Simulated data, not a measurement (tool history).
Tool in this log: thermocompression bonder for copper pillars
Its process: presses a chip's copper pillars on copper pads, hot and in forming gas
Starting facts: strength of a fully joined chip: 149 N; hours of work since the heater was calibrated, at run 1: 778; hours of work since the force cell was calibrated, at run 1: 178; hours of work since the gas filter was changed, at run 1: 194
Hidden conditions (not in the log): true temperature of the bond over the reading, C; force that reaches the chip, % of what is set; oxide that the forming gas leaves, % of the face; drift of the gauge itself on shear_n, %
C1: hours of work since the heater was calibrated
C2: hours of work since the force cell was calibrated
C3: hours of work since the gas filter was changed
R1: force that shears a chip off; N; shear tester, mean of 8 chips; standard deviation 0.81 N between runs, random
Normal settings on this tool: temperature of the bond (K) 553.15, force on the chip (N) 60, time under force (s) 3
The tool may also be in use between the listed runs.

run 1 hour=0.0 | temperature_of_the_bond_(K)=553.15 force_on_the_chip_(N)=60 time_under_force_(s)=3 | C1=778 C2=178 C3=194 | R1=83.9
run 2 hour=4.3 | temperature_of_the_bond_(K)=553.15 force_on_the_chip_(N)=60 time_under_force_(s)=3 | C1=780 C2=180 C3=197 | R1=84.3
run 3 hour=13.8 | temperature_of_the_bond_(K)=553.15 force_on_the_chip_(N)=45 time_under_force_(s)=3 | C1=785 C2=185 C3=202 | R1=65.0
run 4 hour=23.8 | temperature_of_the_bond_(K)=553.15 force_on_the_chip_(N)=62 time_under_force_(s)=3 | C1=791 C2=191 C3=207 | R1=87.6
run 5 hour=33.1 | temperature_of_the_bond_(K)=553.15 force_on_the_chip_(N)=62 time_under_force_(s)=3 | C1=796 C2=196 C3=212 | R1=84.7
run 6 hour=38.3 | temperature_of_the_bond_(K)=553.15 force_on_the_chip_(N)=62 time_under_force_(s)=3 | C1=798 C2=198 C3=215 | R1=87.2
run 7 hour=45.8 | temperature_of_the_bond_(K)=553.15 force_on_the_chip_(N)=60 time_under_force_(s)=3 | C1=802 C2=202 C3=219 | R1=83.1
run 8 hour=51.1 | temperature_of_the_bond_(K)=553.15 force_on_the_chip_(N)=60 time_under_force_(s)=3 | C1=805 C2=205 C3=221 | R1=83.9
run 9 hour=58.0 | temperature_of_the_bond_(K)=553.15 force_on_the_chip_(N)=60 time_under_force_(s)=3 | C1=809 C2=209 C3=225 | R1=83.9
run 10 hour=66.0 | temperature_of_the_bond_(K)=553.15 force_on_the_chip_(N)=60 time_under_force_(s)=3 | C1=813 C2=213 C3=229 | R1=83.2
run 11 hour=74.8 | temperature_of_the_bond_(K)=553.15 force_on_the_chip_(N)=60 time_under_force_(s)=3 | C1=818 C2=218 C3=234 | R1=84.0
run 12 hour=80.6 | temperature_of_the_bond_(K)=553.15 force_on_the_chip_(N)=60 time_under_force_(s)=7 | C1=821 C2=221 C3=237 | R1=105.3
run 13 hour=86.7 | temperature_of_the_bond_(K)=553.15 force_on_the_chip_(N)=60 time_under_force_(s)=7 | C1=824 C2=224 C3=240 | R1=106.2
run 14 hour=96.2 | temperature_of_the_bond_(K)=553.15 force_on_the_chip_(N)=60 time_under_force_(s)=7 | C1=829 C2=229 C3=245 | R1=103.8
run 15 hour=105.0 | temperature_of_the_bond_(K)=547.15 force_on_the_chip_(N)=48 time_under_force_(s)=4 | C1=834 C2=234 C3=250 | R1=73.2
run 16 hour=111.8 | temperature_of_the_bond_(K)=547.15 force_on_the_chip_(N)=48 time_under_force_(s)=4 | C1=837 C2=237 C3=254 | R1=73.2
-- hour=114.4 heater calibrated with a thermocouple chip
run 17 hour=120.9 | temperature_of_the_bond_(K)=547.15 force_on_the_chip_(N)=48 time_under_force_(s)=4 | C1=3 C2=241 C3=257 | R1=74.0
run 18 hour=125.8 | temperature_of_the_bond_(K)=547.15 force_on_the_chip_(N)=48 time_under_force_(s)=4 | C1=6 C2=244 C3=260 | R1=73.9
run 19 hour=133.6 | temperature_of_the_bond_(K)=553.15 force_on_the_chip_(N)=38 time_under_force_(s)=3 | C1=10 C2=248 C3=264 | R1=56.6
run 20 hour=141.5 | temperature_of_the_bond_(K)=554.15 force_on_the_chip_(N)=89 time_under_force_(s)=3 | C1=14 C2=252 C3=268 | R1=112.1
run 21 hour=151.5 | temperature_of_the_bond_(K)=569.15 force_on_the_chip_(N)=55 time_under_force_(s)=2 | C1=20 C2=257 C3=273 | R1=79.4
-- hour=156.5 heater calibrated with a thermocouple chip, once more
run 22 hour=158.4 | temperature_of_the_bond_(K)=569.15 force_on_the_chip_(N)=55 time_under_force_(s)=2 | C1=1 C2=260 C3=276 | R1=74.4
run 23 hour=168.0 | temperature_of_the_bond_(K)=569.15 force_on_the_chip_(N)=55 time_under_force_(s)=2 | C1=6 C2=265 C3=281 | R1=74.5
run 24 hour=176.5 | temperature_of_the_bond_(K)=569.15 force_on_the_chip_(N)=60 time_under_force_(s)=3 | C1=11 C2=269 C3=286 | R1=90.3
run 25 hour=186.5 | temperature_of_the_bond_(K)=535.15 force_on_the_chip_(N)=90 time_under_force_(s)=4 | C1=16 C2=275 C3=291 | R1=97.6
run 26 hour=192.1 | temperature_of_the_bond_(K)=553.15 force_on_the_chip_(N)=53 time_under_force_(s)=4 | C1=19 C2=278 C3=294 | R1=75.7

Forecast each of these 4 alternatives for the next run:
run A hour=199.2 | temperature_of_the_bond_(K)=553.15 force_on_the_chip_(N)=60 time_under_force_(s)=2 | C1=23 C2=281 C3=298 | R1=?
run B hour=199.2 | temperature_of_the_bond_(K)=553.15 force_on_the_chip_(N)=87 time_under_force_(s)=2 | C1=23 C2=281 C3=298 | R1=?
run C hour=199.2 | temperature_of_the_bond_(K)=551.15 force_on_the_chip_(N)=78 time_under_force_(s)=4 | C1=23 C2=281 C3=298 | R1=?
run D hour=199.2 | temperature_of_the_bond_(K)=553.15 force_on_the_chip_(N)=40 time_under_force_(s)=3 | C1=23 C2=281 C3=298 | R1=?

run=A R1=67.2
run=B R1=92.2
run=C R1=102.9
run=D R1=54.0
What these runs would have given with no unlogged condition in the tool:
run=A R1=70.5
run=B R1=96.6
run=C R1=107.9
run=D R1=56.6
